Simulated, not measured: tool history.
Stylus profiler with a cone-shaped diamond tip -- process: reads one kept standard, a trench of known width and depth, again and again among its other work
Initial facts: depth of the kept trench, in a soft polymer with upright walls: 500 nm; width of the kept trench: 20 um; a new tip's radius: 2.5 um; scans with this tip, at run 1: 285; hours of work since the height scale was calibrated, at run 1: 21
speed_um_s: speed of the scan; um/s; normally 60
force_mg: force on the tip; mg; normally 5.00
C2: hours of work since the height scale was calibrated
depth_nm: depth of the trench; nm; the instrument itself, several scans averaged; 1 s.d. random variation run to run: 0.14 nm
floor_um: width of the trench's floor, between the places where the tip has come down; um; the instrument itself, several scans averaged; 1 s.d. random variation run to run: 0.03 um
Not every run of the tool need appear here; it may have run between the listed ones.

Run 1, hour 0.0: usual settings; scans with this tip 285; C2 21. Result: depth_nm 509.92 nm, floor_um 16.77 um.
Run 2, hour 10.7: usual settings; scans with this tip 345; C2 25. Result: depth_nm 509.79 nm, floor_um 16.76 um.
Run 3, hour 24.5: usual settings; scans with this tip 423; C2 31. Result: depth_nm 509.65 nm, floor_um 16.80 um.
Run 4, hour 35.6: usual settings but force_mg 2.95 mg; scans with this tip 486; C2 35. Result: depth_nm 507.24 nm, floor_um 16.71 um.
Run 5, hour 52.9: usual settings but speed_um_s 46 um/s; scans with this tip 584; C2 42. Result: depth_nm 509.90 nm, floor_um 16.84 um.
Run 6, hour 62.9: usual settings but force_mg 13.33 mg; scans with this tip 641; C2 46. Result: depth_nm 518.75 nm, floor_um 16.79 um.
Run 7, hour 78.7: usual settings but force_mg 13.33 mg; scans with this tip 730; C2 53. Result: depth_nm 519.19 nm, floor_um 16.86 um.
Run 8, hour 89.5: usual settings; scans with this tip 791; C2 57. Result: depth_nm 509.84 nm, floor_um 16.73 um.
Run 9, hour 99.5: usual settings; scans with this tip 847; C2 61. Result: depth_nm 509.87 nm, floor_um 16.74 um.
Run 10, hour 110.7: usual settings; scans with this tip 911; C2 66. Result: depth_nm 509.84 nm, floor_um 16.72 um.
Run 11, hour 118.8: usual settings; scans with this tip 957; C2 69. Result: depth_nm 509.82 nm, floor_um 16.72 um.
Run 12, hour 131.1: usual settings but speed_um_s 26 um/s, force_mg 4.11 mg; scans with this tip 1026; C2 74. Result: depth_nm 508.91 nm, floor_um 16.76 um.
Run 13, hour 149.4: usual settings but speed_um_s 136 um/s, force_mg 8.23 mg; scans with this tip 1130; C2 82. Result: depth_nm 513.77 nm, floor_um 16.54 um.
Run 14, hour 165.4: usual settings but speed_um_s 39 um/s, force_mg 8.23 mg; scans with this tip 1220; C2 89. Result: depth_nm 514.02 nm, floor_um 16.81 um.
Run 15, hour 180.0: usual settings but speed_um_s 172 um/s, force_mg 4.62 mg; scans with this tip 1303; C2 94. Result: depth_nm 509.43 nm, floor_um 16.30 um.
Run 16, hour 193.6: usual settings but speed_um_s 172 um/s, force_mg 4.62 mg; scans with this tip 1380; C2 100. Result: depth_nm 509.40 nm, floor_um 16.30 um.
Run 17, hour 205.6: usual settings but speed_um_s 173 um/s, force_mg 12.52 mg; scans with this tip 1448; C2 105. Result: depth_nm 518.58 nm, floor_um 16.52 um.
Run 18, hour 223.0: usual settings but speed_um_s 173 um/s, force_mg 12.52 mg; scans with this tip 1546; C2 112. Result: depth_nm 518.40 nm, floor_um 16.52 um.
Run 19, hour 241.8: usual settings but speed_um_s 173 um/s, force_mg 12.52 mg; scans with this tip 1652; C2 120. Result: depth_nm 518.10 nm, floor_um 16.51 um.
Run 20, hour 251.8: usual settings but speed_um_s 173 um/s, force_mg 12.52 mg; scans with this tip 1709; C2 124. Result: depth_nm 518.13 nm, floor_um 16.47 um.
Run 21, hour 260.1: usual settings but speed_um_s 112 um/s, force_mg 3.48 mg; scans with this tip 1756; C2 127. Result: depth_nm 508.09 nm, floor_um 16.46 um.

Predict each of these 4 candidate next runs independently; none follows another, all start after run 21:
Run A, hour 267.7: usual settings but force_mg 8.87 mg; scans with this tip 1799; C2 130. Result: depth_nm ?, floor_um ?.
Run B, hour 267.7: usual settings but speed_um_s 230 um/s, force_mg 2.80 mg; scans with this tip 1799; C2 130. Result: depth_nm ?, floor_um ?.
Run C, hour 267.7: usual settings but speed_um_s 156 um/s; scans with this tip 1799; C2 130. Result: depth_nm ?, floor_um ?.
Run D, hour 267.7: usual settings but force_mg 6.56 mg; scans with this tip 1799; C2 130. Result: depth_nm ?, floor_um ?.

run  depth_nm  floor_um
  A    514.59     16.76
  B    506.75     15.87
  C    510.16     16.32
  D    511.99     16.70
With no hidden state in the tool, these same runs would have given:
run  depth_nm  floor_um
  A    514.29     16.89
  B    506.46     16.01
  C    509.87     16.46
  D    511.70     16.84
